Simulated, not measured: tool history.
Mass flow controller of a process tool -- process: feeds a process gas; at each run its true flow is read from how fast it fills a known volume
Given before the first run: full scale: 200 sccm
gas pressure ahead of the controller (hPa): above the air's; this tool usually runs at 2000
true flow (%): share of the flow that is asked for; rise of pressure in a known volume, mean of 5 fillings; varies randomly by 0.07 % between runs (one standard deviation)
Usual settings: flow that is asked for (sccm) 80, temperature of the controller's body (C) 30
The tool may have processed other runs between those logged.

run    hour  flow that is asked for (sccm)  gas pressure ahead of the controller (hPa)  temperature of the controller's body (C)  true flow (%)
  1       0                             80                                        2000                                        30          97.65
  2    89.3                             80                                        2000                                        30          97.63
  3   245.2                             80                                        2000                                        30          97.54
  4   394.9                             80                                        2000                                        30          97.48
  5   543.4                             80                                        2000                                        30          97.52
  6   706.8                             80                                        2000                                        30          97.45
  7   839.7                             80                                        2190                                        30          97.33
  8   962.5                             80                                        2190                                        30          97.31
  9  1099.9                             80                                        2190                                        30          97.22
 10  1277.6                             80                                        2190                                        30          97.05
 11  1365.2                             80                                        2190                                        30          97.01
 12  1544.5                             29                                        2190                                        30          96.13
 13  1670.2                             80                                        1630                                        30          97.43
 14  1776.3                             80                                        1600                                        30          97.46
 15  1858.8                             71                                        1900                                        23          97.66
 16  1963.7                             80                                        1630                                        33          96.98
 17  2086.1                             80                                        2630                                        30          96.77
 18    2174                             80                                        2630                                        30          96.74
 19  2339.9                            106                                        2780                                        38          96.15
 20  2447.6                            106                                        2780                                        38          96.04
 21  2562.8                             80                                        2000                                        27          97.14
     2588.4  -- gauge calibrated
 22  2656.9                             80                                        2000                                        27           97.9
 23  2772.9                             20                                        2580                                        24           96.8
 24  2909.7                             80                                        2240                                        21          98.21
 25  3020.9                             80                                        2240                                        21          98.25
 26    3141                             62                                        2680                                        27          97.03
 27  3309.1                             80                                        2000                                        26           97.9
 28  3474.3                             34                                        1650                                        28          97.11

Consider 4 possible next runs. They are alternatives, not a sequence: every one starts from the tool as it was left by run 28. What does each give?
  A  3585.8                             80                                        2740                                        29              ?
  B  3585.8                             80                                        2250                                        30              ?
  C  3585.8                             80                                        1680                                        26              ?
  D  3585.8                             23                                        2070                                        36              ?

run  true flow (%)
  A          96.98
  B          97.14
  C          97.92
  D          95.87
Without the tool's unlogged condition, the same runs would have read:
run  true flow (%)
  A          97.27
  B          97.44
  C          98.22
  D          96.17
